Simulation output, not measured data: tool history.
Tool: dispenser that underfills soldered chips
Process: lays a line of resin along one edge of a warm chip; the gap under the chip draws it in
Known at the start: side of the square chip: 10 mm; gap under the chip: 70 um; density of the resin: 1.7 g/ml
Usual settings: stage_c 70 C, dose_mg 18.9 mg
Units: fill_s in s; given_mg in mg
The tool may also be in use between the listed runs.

| run | hour | stage_c | dose_mg | fill_s | given_mg |
|---|---|---|---|---|---|
| 1 | 0.0 | 70 | 18.9 | 82.4 | 17.80 |
|  | 5.6 | dispensing valve cleaned and set on the balance |
|  | 9.7 | new syringe of resin |
| 2 | 11.0 | 70 | 18.9 | 63.1 | 18.90 |
| 3 | 16.1 | 69 | 18.9 | 75.4 | 18.93 |
| 4 | 24.2 | 69 | 18.9 | 94.2 | 18.75 |
|  | 28.1 | new syringe of resin |
| 5 | 36.1 | 70 | 18.9 | 73.9 | 18.56 |
| 6 | 41.9 | 70 | 18.9 | 84.1 | 18.58 |
|  | 47.0 | new syringe of resin |
| 7 | 48.1 | 70 | 18.9 | 61.6 | 18.43 |
| 8 | 55.9 | 70 | 18.9 | 77.4 | 18.51 |
|  | 66.1 | new syringe of resin |
| 9 | 67.4 | 63 | 18.9 | 90.8 | 18.20 |
| 10 | 73.5 | 63 | 18.9 | 106.0 | 18.17 |
| 11 | 79.0 | 70 | 18.9 | 86.3 | 18.05 |
|  | 84.7 | new syringe of resin |
| 12 | 88.7 | 70 | 18.9 | 69.1 | 17.94 |
| 13 | 95.0 | 70 | 18.9 | 82.0 | 18.01 |
|  | 102.9 | new syringe of resin |
| 14 | 103.3 | 70 | 18.9 | 62.2 | 17.87 |
| 15 | 115.2 | 70 | 18.9 | 85.5 | 17.60 |
|  | 118.1 | dispensing valve cleaned and set on the balance |
|  | 122.6 | new syringe of resin |
| 16 | 127.5 | 57 | 18.9 | 140.0 | 18.81 |
| 17 | 132.6 | 57 | 18.9 | 158.3 | 18.75 |
|  | 141.5 | new syringe of resin |
| 18 | 143.2 | 72 | 18.9 | 58.3 | 18.51 |
| 19 | 154.9 | 60 | 21.4 | 150.5 | 20.97 |
|  | 160.1 | new syringe of resin |
| 20 | 164.1 | 60 | 21.4 | 114.6 | 20.93 |
| 21 | 173.4 | 60 | 21.4 | 144.4 | 20.80 |
|  | 178.6 | new syringe of resin |
| 22 | 184.0 | 70 | 16.5 | 75.5 | 15.94 |
| 23 | 192.3 | 70 | 16.5 | 91.5 | 15.70 |
|  | 196.9 | new syringe of resin |
| 24 | 198.8 | 62 | 24.5 | 97.7 | 23.41 |
| 25 | 209.7 | 67 | 22.8 | 98.8 | 21.50 |
|  | 215.6 | new syringe of resin |
| 26 | 217.2 | 67 | 22.8 | 73.3 | 21.50 |
| 27 | 227.8 | 67 | 22.8 | 98.4 | 21.45 |
|  | 230.0 | dispensing valve cleaned and set on the balance |
|  | 235.7 | new syringe of resin |
| 28 | 239.9 | 70 | 20.2 | 67.7 | 19.90 |
| 29 | 249.7 | 78 | 21.8 | 58.4 | 21.59 |
|  | 254.8 | new syringe of resin |
| 30 | 261.8 | 69 | 22.8 | 78.0 | 22.41 |
|  | 273.2 | new syringe of resin |
| 31 | 273.2 | 69 | 22.8 | 63.9 | 22.08 |
| 32 | 285.8 | 71 | 18.1 | 82.5 | 17.68 |
|  | 292.2 | new syringe of resin |
| 33 | 297.5 | 71 | 18.1 | 68.6 | 17.54 |
| 34 | 308.4 | 71 | 18.1 | 91.3 | 17.35 |
|  | 310.9 | new syringe of resin |
| 35 | 315.5 | 78 | 19.0 | 47.3 | 18.21 |

Forecast each of these 5 alternatives for the next run:
| A | 325.2 | 82 | 21.4 | ? | ? |
| B | 325.2 | 58 | 18.3 | ? | ? |
| C | 325.2 | 70 | 17.3 | ? | ? |
| D | 325.2 | 57 | 19.5 | ? | ? |
| E | 325.2 | 61 | 19.0 | ? | ? |

| run | fill_s | given_mg |
|---|---|---|
| A | 49.1 | 20.38 |
| B | 169.8 | 17.40 |
| C | 93.2 | 16.46 |
| D | 183.9 | 18.52 |
| E | 144.7 | 17.82 |
Without the tool's hidden state the same runs would have given:
| run | fill_s | given_mg |
|---|---|---|
| A | 32.2 | 21.51 |
| B | 110.1 | 18.36 |
| C | 60.6 | 17.36 |
| D | 119.7 | 19.54 |
| E | 94.3 | 18.81 |
